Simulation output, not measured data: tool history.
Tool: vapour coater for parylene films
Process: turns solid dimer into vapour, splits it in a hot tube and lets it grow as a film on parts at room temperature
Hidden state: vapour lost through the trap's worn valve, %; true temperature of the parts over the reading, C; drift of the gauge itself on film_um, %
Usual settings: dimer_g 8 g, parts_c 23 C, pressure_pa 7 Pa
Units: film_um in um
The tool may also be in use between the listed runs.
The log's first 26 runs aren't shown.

run	day	dimer_g	parts_c	pressure_pa	hours of work since the trap's valve was overhauled	hours of work since the table's thermometer was calibrated	film_um
27	16.754	6	30	4.55	175	591	1.96
28	17.196	6	30	4.55	181	597	1.89
29	17.638	6	30	4.55	187	603	1.92
30	18.275	6	34	2.01	196	612	1.89
31	18.833	6	34	2.01	203	620	1.86
32	19.333	7	23	2.62	210	627	3.36
33	19.904	4	15	4.06	218	634	2.46
34	20.333	6	15	7.55	224	640	3.28
35	21.2	3	26	10.79	236	652	0.97
36	21.833	5	24	4.43	244	661	2
37	22.442	4	28	9.8	253	669	1.2
38	23.383	4	28	6.34	266	682	1.27
39	24.133	14	32	7	276	692	3.66
40	24.975	14	32	7	287	704	3.67
41	25.888	4	32	2.54	300	716	1.24
42	26.492	14	24	9.6	308	724	4.83
43	26.933	14	29	5.55	314	730	4.31
44	27.538	5	19	7	322	739	2.24
45	28.167	5	19	7	331	747	2.26
46	28.688	9	23	2.24	338	754	4.22

3 ways to go on from here, each from the tool as it stands after run 46. What would each give?
A	29.508	8	23	7	349	765	?
B	29.508	8	23	8.13	349	765	?
C	29.508	9	25	9.54	349	765	?

run	film_um
A	2.96
B	2.93
C	2.89
Without the tool's hidden state the same runs would have given:
run	film_um
A	3.47
B	3.42
C	3.38

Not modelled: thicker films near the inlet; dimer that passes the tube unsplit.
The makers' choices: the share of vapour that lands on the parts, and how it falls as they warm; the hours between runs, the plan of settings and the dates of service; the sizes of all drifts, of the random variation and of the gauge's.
